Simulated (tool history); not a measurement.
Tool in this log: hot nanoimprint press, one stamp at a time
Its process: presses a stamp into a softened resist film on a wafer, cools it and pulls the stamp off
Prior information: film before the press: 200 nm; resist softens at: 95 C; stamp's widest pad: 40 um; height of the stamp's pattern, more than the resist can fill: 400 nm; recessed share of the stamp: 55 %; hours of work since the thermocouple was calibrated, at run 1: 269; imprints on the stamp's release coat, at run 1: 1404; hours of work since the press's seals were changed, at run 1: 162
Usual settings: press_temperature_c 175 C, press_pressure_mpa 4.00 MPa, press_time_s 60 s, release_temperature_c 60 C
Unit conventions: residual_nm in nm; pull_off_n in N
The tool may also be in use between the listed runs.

run,day,press_temperature_c,press_pressure_mpa,press_time_s,release_temperature_c,hours of work since the thermocouple was calibrated,imprints on the stamp's release coat,hours of work since the press's seals were changed,residual_nm,pull_off_n
1,0.000,175,4.00,60,60,269,1404,162,102.87,184
2,0.329,175,4.00,60,60,273,1430,166,102.80,180
3,0.525,175,4.00,60,60,276,1446,169,102.87,184
4,0.750,175,4.00,60,60,278,1463,172,102.88,185
5,1.100,175,4.00,60,60,283,1491,176,102.75,185
6,1.275,175,4.00,60,60,285,1505,179,102.85,192
7,1.638,175,4.00,60,60,290,1534,183,102.73,184
8,2.008,175,4.00,60,60,295,1564,188,102.62,186
9,2.371,175,3.85,60,60,300,1593,193,104.45,192
10,2.575,175,3.85,60,60,303,1609,196,104.59,190
11,2.729,172,4.02,103,55,305,1621,198,93.90,207

Expected results for the next run?
12,3.100,172,2.47,103,45,310,1651,203,?,?

{"run 12": {"residual_nm": 116.76, "pull_off_n": 249}}
With the hidden condition absent and the run-to-run variation left alone, this run would have shown residual_nm 119.33 nm, pull_off_n 186 N.

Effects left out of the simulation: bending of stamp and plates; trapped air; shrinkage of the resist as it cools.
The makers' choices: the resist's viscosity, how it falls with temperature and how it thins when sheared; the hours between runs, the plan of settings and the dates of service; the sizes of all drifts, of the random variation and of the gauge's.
